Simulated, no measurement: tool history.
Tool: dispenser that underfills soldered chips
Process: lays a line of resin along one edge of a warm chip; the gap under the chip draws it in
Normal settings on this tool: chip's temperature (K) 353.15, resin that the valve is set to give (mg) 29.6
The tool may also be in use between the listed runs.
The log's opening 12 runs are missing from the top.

run	hour	chip's temperature (K)	resin that the valve is set to give (mg)	time until the resin shows at the far edge (s)	resin that the valve gave (mg)
# hour 96.5: new syringe of resin
13	103.4	367.15	29.6	154.2	29.04
# hour 104.8: new syringe of resin
# hour 112.8: new syringe of resin
14	114.9	351.15	29.6	227.5	28.84
# hour 116.4: dispensing valve cleaned and set on the balance
# hour 121.9: new syringe of resin
15	123.6	353.15	29.6	215.1	29.5
# hour 130.1: new syringe of resin
16	130.1	343.15	29.6	278.2	29.39
17	136	353.15	27.5	236.4	27.08
# hour 138: new syringe of resin
18	142.1	353.15	27.5	221.1	27.12
# hour 146.4: new syringe of resin
19	149.5	357.15	30.4	194	29.97
# hour 154.9: new syringe of resin
20	159.1	360.15	26.9	178.3	26.29
# hour 162.9: new syringe of resin
# hour 170.6: new syringe of resin
21	170.6	339.15	31	326.1	30.16
# hour 173.8: dispensing valve cleaned and set on the balance
# hour 179.6: new syringe of resin
22	181.1	350.15	31.4	228.3	31.34
# hour 182.9: stage's temperature calibrated
# hour 188.4: new syringe of resin
23	189.9	358.15	25.9	202.3	25.75
# hour 196.1: new syringe of resin
24	197.2	343.15	27.3	317.5	27.18
# hour 204.4: new syringe of resin
25	208.4	358.15	33.3	200.7	32.92
# hour 212.1: new syringe of resin
# hour 220: new syringe of resin
26	220	358.15	33.3	183.1	32.84
27	226.8	358.15	33.3	217.1	32.55
# hour 227.9: new syringe of resin
# hour 231.9: dispensing valve cleaned and set on the balance
28	235.6	343.15	31	367	30.89
# hour 237.1: new syringe of resin
29	241.5	364.15	38.2	164.1	37.93
# hour 244.7: new syringe of resin
30	249.7	352.15	27.4	257.2	27.13
# hour 252.7: new syringe of resin
31	258	352.15	29.7	262	29.36
# hour 260.6: new syringe of resin
32	267.6	359.15	33.9	211.5	33.46

Consider 4 possible next runs. They are alternatives, not a sequence: every one starts from the tool as it was left by run 32. What does each give?
# hour 268.7: new syringe of resin
A	273.7	341.15	34.1	?	?
# hour 268.7: new syringe of resin
B	273.7	353.15	37.9	?	?
# hour 268.7: new syringe of resin
C	273.7	343.15	30.2	?	?
# hour 268.7: new syringe of resin
D	273.7	344.15	33.4	?	?

run	time until the resin shows at the far edge (s)	resin that the valve gave (mg)
A	362.4	33.44
B	237.6	37.25
C	345.1	29.64
D	328.9	32.72
Had the tool no hidden state, the same runs would have come out as:
run	time until the resin shows at the far edge (s)	resin that the valve gave (mg)
A	327.2	34.13
B	214.4	38.02
C	311.1	30.25
D	296.9	33.4

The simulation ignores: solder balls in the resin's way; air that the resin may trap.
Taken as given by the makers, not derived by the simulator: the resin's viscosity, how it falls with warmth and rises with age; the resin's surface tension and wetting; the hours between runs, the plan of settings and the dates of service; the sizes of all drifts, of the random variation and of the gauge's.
